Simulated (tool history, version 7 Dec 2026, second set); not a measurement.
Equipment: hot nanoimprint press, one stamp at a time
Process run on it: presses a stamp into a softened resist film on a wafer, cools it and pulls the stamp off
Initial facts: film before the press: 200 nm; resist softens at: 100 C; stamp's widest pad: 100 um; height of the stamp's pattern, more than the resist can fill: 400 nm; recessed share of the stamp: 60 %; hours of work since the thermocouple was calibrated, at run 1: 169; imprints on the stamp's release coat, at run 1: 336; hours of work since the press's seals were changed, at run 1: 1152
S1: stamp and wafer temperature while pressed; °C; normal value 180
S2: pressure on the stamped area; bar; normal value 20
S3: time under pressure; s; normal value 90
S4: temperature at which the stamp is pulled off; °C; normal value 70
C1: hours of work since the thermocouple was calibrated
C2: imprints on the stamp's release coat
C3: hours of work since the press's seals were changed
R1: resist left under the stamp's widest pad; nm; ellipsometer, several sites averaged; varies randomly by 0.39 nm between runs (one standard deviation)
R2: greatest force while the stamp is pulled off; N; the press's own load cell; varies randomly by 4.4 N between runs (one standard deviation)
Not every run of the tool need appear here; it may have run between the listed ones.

run 1 hour=0 | S1=180 S2=20 S3=90 S4=70 | C1=169 C2=336 C3=1152 | R1=97 R2=220
run 2 hour=59.6 | S1=180 S2=20 S3=90 S4=70 | C1=208 C2=616 C3=1191 | R1=95.7 R2=243
-- hour=133.7 press's hydraulic seals changed and the load cell set to zero
run 3 hour=162.5 | S1=177 S2=20 S3=90 S4=70 | C1=270 C2=1062 C3=19 | R1=102.6 R2=265
-- hour=195.2 stamp cleaned and given a new release coat
run 4 hour=222.9 | S1=180 S2=20 S3=90 S4=70 | C1=306 C2=130 C3=54 | R1=93.9 R2=218
run 5 hour=293.3 | S1=180 S2=20 S3=90 S4=70 | C1=352 C2=461 C3=101 | R1=93.5 R2=235
run 6 hour=333.6 | S1=180 S2=20 S3=90 S4=70 | C1=378 C2=650 C3=127 | R1=93.4 R2=243
run 7 hour=377.3 | S1=180 S2=20 S3=90 S4=70 | C1=407 C2=856 C3=156 | R1=93.4 R2=252
run 8 hour=424.6 | S1=180 S2=20 S3=90 S4=70 | C1=438 C2=1078 C3=187 | R1=93.5 R2=262
-- hour=452.9 stamp cleaned and given a new release coat
run 9 hour=516.2 | S1=182 S2=20 S3=90 S4=70 | C1=494 C2=297 C3=243 | R1=86.9 R2=224
run 10 hour=568.1 | S1=180 S2=20 S3=90 S4=70 | C1=528 C2=540 C3=277 | R1=92.2 R2=238
-- hour=580.6 plate thermocouple calibrated
run 11 hour=644.6 | S1=180 S2=20 S3=90 S4=70 | C1=42 C2=886 C3=325 | R1=97.8 R2=255
run 12 hour=698.9 | S1=180 S2=20 S3=90 S4=70 | C1=77 C2=1141 C3=360 | R1=97.5 R2=265
-- hour=716.6 stamp cleaned and given a new release coat
run 13 hour=772.7 | S1=180 S2=20 S3=90 S4=70 | C1=122 C2=263 C3=405 | R1=96.5 R2=225
run 14 hour=823.7 | S1=180 S2=20 S3=90 S4=70 | C1=155 C2=503 C3=438 | R1=96.4 R2=234
run 15 hour=890.7 | S1=180 S2=20 S3=106 S4=77 | C1=199 C2=818 C3=482 | R1=91.1 R2=242
run 16 hour=946.5 | S1=173 S2=20 S3=90 S4=78 | C1=236 C2=1080 C3=519 | R1=117.4 R2=231
-- hour=973.2 stamp cleaned and given a new release coat
run 17 hour=1045.7 | S1=173 S2=20 S3=90 S4=78 | C1=297 C2=340 C3=580 | R1=116.6 R2=210
run 18 hour=1136.5 | S1=168 S2=13.8 S3=90 S4=70 | C1=356 C2=767 C3=639 | R1=149.3 R2=244
run 19 hour=1192.7 | S1=182 S2=16.3 S3=150 S4=70 | C1=393 C2=1031 C3=676 | R1=81.8 R2=257
-- hour=1228.1 stamp cleaned and given a new release coat
run 20 hour=1247 | S1=192 S2=16.3 S3=150 S4=63 | C1=425 C2=89 C3=708 | R1=61 R2=228
run 21 hour=1307.8 | S1=192 S2=16.3 S3=150 S4=63 | C1=465 C2=375 C3=747 | R1=61 R2=250
run 22 hour=1354.8 | S1=187 S2=27.2 S3=117 S4=64 | C1=495 C2=595 C3=778 | R1=58.5 R2=247
-- hour=1419.6 plate thermocouple calibrated
run 23 hour=1455.6 | S1=187 S2=27.2 S3=117 S4=64 | C1=24 C2=1054 C3=842 | R1=61.9 R2=275
-- hour=1491.2 stamp cleaned and given a new release coat
run 24 hour=1524 | S1=174 S2=15.5 S3=100 S4=70 | C1=64 C2=155 C3=883 | R1=125.6 R2=227
run 25 hour=1598.4 | S1=185 S2=12.3 S3=100 S4=70 | C1=113 C2=504 C3=932 | R1=103.1 R2=231
run 26 hour=1645.3 | S1=171 S2=12.3 S3=100 S4=70 | C1=144 C2=724 C3=963 | R1=144.4 R2=247
run 27 hour=1718.7 | S1=171 S2=12.3 S3=100 S4=70 | C1=192 C2=1069 C3=1011 | R1=144.8 R2=261
-- hour=1750.3 stamp cleaned and given a new release coat
run 28 hour=1787.3 | S1=171 S2=12.3 S3=100 S4=70 | C1=233 C2=174 C3=1052 | R1=144.6 R2=217

Hidden state or all else? Some run-to-run changes of R1, split into what the settings, what came in and random variation would give without the hidden state, and what is left for the hidden state (with any gauge scatter that isn't in both results):
The hidden state here: true temperature over the reading, C; pressure that arrives at the usual setting, %; grip of the stamp's worn release coat, % over a new coat's; drift of the gauge itself on residual_nm, %; drift of the gauge itself on pull_off_n, %.
Run 10 -> 11: plate thermocouple calibrated. R1 +5.6 nm: hidden state +5.4, all else +0.2.
Run 18 -> 19: S1 168 -> 182, S2 13.8 -> 16.3, S3 90 -> 150. R1 -67.5 nm: hidden state +0.4, all else -67.9.
Run 22 -> 23: plate thermocouple calibrated. R1 +3.4 nm: hidden state +3.4, all else +0.
Run 23 -> 24: S1 187 -> 174, S2 27.2 -> 15.5, S3 117 -> 100, S4 64 -> 70, stamp cleaned and given a new release coat. R1 +63.7 nm: hidden state -0.6, all else +64.3.

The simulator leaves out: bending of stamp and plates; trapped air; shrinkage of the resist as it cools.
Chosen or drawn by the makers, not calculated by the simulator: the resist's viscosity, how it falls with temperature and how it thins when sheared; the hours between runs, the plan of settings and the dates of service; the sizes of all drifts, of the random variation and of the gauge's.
